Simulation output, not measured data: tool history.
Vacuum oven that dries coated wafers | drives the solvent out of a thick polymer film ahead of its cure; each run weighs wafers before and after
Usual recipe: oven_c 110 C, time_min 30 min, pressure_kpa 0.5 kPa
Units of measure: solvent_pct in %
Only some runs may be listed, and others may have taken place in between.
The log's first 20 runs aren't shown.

run,hour,oven_c,time_min,pressure_kpa,hours of work since the thermocouples were calibrated,hours of work since the vacuum gauge was cleaned of residue,solvent_pct
21,1515.5,110,30,1.162,810,616,1.82
22,1580.5,110,30,0.859,853,658,1.73
23,1659.1,110,37,0.5,904,710,1.04
24,1718.5,110,37,0.583,943,749,1.07
25,1820.5,97,17,1.479,1010,815,7.73
26,1876.3,110,30,0.552,1046,852,1.67
27,1966.5,110,30,0.552,1105,911,1.67
28,2062,108,43,1.354,1168,973,1.28
29,2143.8,96,30,0.515,1221,1027,4.43
30,2218.7,96,30,0.515,1270,1076,4.43
31,2288.6,113,19,0.695,1316,1122,3.16
32,2362.4,113,34,0.94,1365,1170,1.16
33,2446,120,24,0.709,1419,1225,1.23
# hour 2466.1: oven's thermocouples calibrated
34,2537.1,108,37,0.256,46,1283,1.07
35,2634.1,107,40,0.572,110,1346,1.11
36,2701,101,44,0.572,154,1390,1.59
# hour 2761.6: vacuum gauge cleaned of residue and calibrated
37,2771.5,101,50,1.846,199,6,1.75
38,2824.8,107,50,1.846,234,41,1.16
39,2870.2,115,46,1.846,263,71,0.78
40,2913.6,112,20,1.826,292,99,3.15
41,2987.5,119,30,0.56,340,148,0.62
42,3051.5,98,30,0.5,382,190,3.56
43,3099.5,106,29,0.345,414,221,2.09
44,3161.3,106,29,0.345,454,262,2.13
45,3250,106,29,1.314,512,320,2.58

5 options for the next run, each taken on its own from the tool as it stands now. Forecast them:
A,3324.8,124,29,1.201,561,369,?
B,3324.8,110,30,0.409,561,369,?
C,3324.8,110,30,0.525,561,369,?
D,3324.8,100,26,0.996,561,369,?
E,3324.8,106,44,1.314,561,369,?

run,solvent_pct
A,0.57
B,1.46
C,1.55
D,4.19
E,1.31
With the hidden condition removed and each run's random variation left untouched, the same runs would have given:
run,solvent_pct
A,0.53
B,1.37
C,1.46
D,4.04
E,1.23
